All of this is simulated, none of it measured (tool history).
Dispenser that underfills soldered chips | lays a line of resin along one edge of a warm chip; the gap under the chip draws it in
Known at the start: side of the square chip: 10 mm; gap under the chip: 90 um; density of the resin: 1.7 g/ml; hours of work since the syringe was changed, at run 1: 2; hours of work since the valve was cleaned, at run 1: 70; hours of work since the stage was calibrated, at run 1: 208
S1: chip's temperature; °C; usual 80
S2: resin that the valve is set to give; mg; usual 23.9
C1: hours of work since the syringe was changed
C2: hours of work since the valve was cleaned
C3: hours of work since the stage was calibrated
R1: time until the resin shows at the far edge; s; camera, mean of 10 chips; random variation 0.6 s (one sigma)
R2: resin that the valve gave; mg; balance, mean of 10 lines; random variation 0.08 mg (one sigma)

| run | hour | S1 | S2 | C1 | C2 | C3 | R1 | R2 |
|---|---|---|---|---|---|---|---|---|
| 1 | 0.0 | 80 | 23.9 | 2 | 70 | 208 | 55.7 | 23.12 |
| 2 | 8.6 | 80 | 23.9 | 8 | 76 | 214 | 81.5 | 23.02 |
|  | 13.2 | new syringe of resin |
| 3 | 19.3 | 80 | 23.9 | 5 | 84 | 222 | 67.8 | 23.01 |
|  | 28.8 | new syringe of resin |
| 4 | 30.4 | 80 | 23.9 | 1 | 92 | 230 | 56.6 | 22.88 |
|  | 43.4 | dispensing valve cleaned and set on the balance |
|  | 44.9 | new syringe of resin |
| 5 | 46.4 | 80 | 23.9 | 1 | 2 | 241 | 56.0 | 24.08 |
| 6 | 58.0 | 80 | 23.9 | 10 | 11 | 250 | 89.6 | 23.86 |
|  | 60.4 | new syringe of resin |
| 7 | 70.6 | 80 | 23.9 | 8 | 20 | 259 | 80.5 | 23.73 |
|  | 76.3 | new syringe of resin |
| 8 | 79.1 | 80 | 23.9 | 2 | 26 | 266 | 59.3 | 23.77 |
| 9 | 86.8 | 80 | 23.9 | 8 | 32 | 271 | 80.4 | 23.54 |
|  | 91.9 | new syringe of resin |
| 10 | 96.0 | 80 | 23.9 | 3 | 39 | 278 | 63.2 | 23.56 |
|  | 107.4 | new syringe of resin |
| 11 | 110.9 | 95 | 23.9 | 3 | 50 | 289 | 40.6 | 23.37 |
| 12 | 118.7 | 80 | 25.3 | 8 | 55 | 295 | 83.3 | 24.60 |
|  | 122.6 | new syringe of resin |
| 13 | 131.6 | 80 | 25.3 | 7 | 65 | 304 | 75.6 | 24.68 |
|  | 137.6 | new syringe of resin |
| 14 | 143.0 | 80 | 23.9 | 4 | 73 | 313 | 65.5 | 23.23 |
| 15 | 149.9 | 80 | 23.9 | 9 | 78 | 318 | 88.3 | 23.10 |
|  | 152.5 | new syringe of resin |
| 16 | 157.1 | 80 | 23.9 | 4 | 84 | 323 | 63.9 | 22.93 |
| 17 | 164.7 | 80 | 23.9 | 9 | 89 | 329 | 87.7 | 22.90 |
|  | 167.4 | new syringe of resin |
| 18 | 171.6 | 66 | 23.9 | 3 | 94 | 334 | 95.1 | 23.00 |
| 19 | 179.3 | 75 | 25.5 | 9 | 100 | 340 | 96.9 | 24.29 |
|  | 180.9 | dispensing valve cleaned and set on the balance |
|  | 184.1 | new syringe of resin |
| 20 | 187.0 | 70 | 24.8 | 2 | 4 | 344 | 81.5 | 24.87 |
|  | 198.9 | new syringe of resin |
| 21 | 200.0 | 70 | 24.8 | 1 | 14 | 354 | 74.7 | 24.60 |
| 22 | 212.9 | 68 | 26.6 | 11 | 24 | 364 | 133.1 | 26.37 |
|  | 214.0 | new syringe of resin |
|  | 223.4 | stage's temperature calibrated |
| 23 | 224.8 | 68 | 26.6 | 7 | 32 | 1 | 109.6 | 26.19 |
|  | 230.4 | new syringe of resin |
| 24 | 239.1 | 77 | 25.9 | 7 | 42 | 12 | 81.4 | 25.58 |
|  | 245.9 | new syringe of resin |
| 25 | 251.6 | 73 | 26.5 | 4 | 51 | 21 | 80.0 | 26.04 |
|  | 261.8 | new syringe of resin |
| 26 | 264.6 | 71 | 26.8 | 2 | 61 | 30 | 75.0 | 26.02 |
|  | 277.3 | new syringe of resin |
| 27 | 279.9 | 83 | 24.4 | 2 | 72 | 42 | 53.2 | 23.72 |
| 28 | 286.4 | 81 | 20.7 | 7 | 77 | 46 | 75.1 | 19.95 |
|  | 292.1 | new syringe of resin |
| 29 | 293.7 | 89 | 27.8 | 1 | 82 | 52 | 42.8 | 26.80 |
| 30 | 305.6 | 86 | 25.6 | 10 | 91 | 61 | 75.0 | 24.47 |
|  | 307.0 | new syringe of resin |
|  | 319.7 | dispensing valve cleaned and set on the balance |
| 31 | 319.7 | 74 | 24.9 | 9 | 0 | 70 | 100.0 | 24.93 |
|  | 323.4 | new syringe of resin |
| 32 | 331.7 | 74 | 24.9 | 6 | 9 | 79 | 84.7 | 24.72 |
|  | 339.3 | new syringe of resin |
| 33 | 340.6 | 80 | 28.8 | 1 | 15 | 86 | 55.5 | 28.54 |
| 34 | 351.0 | 78 | 24.1 | 9 | 23 | 93 | 88.3 | 23.76 |

Forecast each of these 3 alternatives for the next run:
|  | 355.4 | new syringe of resin |
| A | 362.9 | 75 | 25.6 | 6 | 32 | 102 | ? | ? |
|  | 355.4 | new syringe of resin |
| B | 362.9 | 77 | 24.1 | 6 | 32 | 102 | ? | ? |
|  | 355.4 | new syringe of resin |
| C | 362.9 | 75 | 29.9 | 6 | 32 | 102 | ? | ? |

| run | R1 | R2 |
|---|---|---|
| A | 81.1 | 25.08 |
| B | 75.8 | 23.82 |
| C | 80.2 | 29.48 |
Without the tool's hidden state the same runs would have given:
| run | R1 | R2 |
|---|---|---|
| A | 59.5 | 25.47 |
| B | 55.4 | 24.19 |
| C | 58.9 | 29.93 |

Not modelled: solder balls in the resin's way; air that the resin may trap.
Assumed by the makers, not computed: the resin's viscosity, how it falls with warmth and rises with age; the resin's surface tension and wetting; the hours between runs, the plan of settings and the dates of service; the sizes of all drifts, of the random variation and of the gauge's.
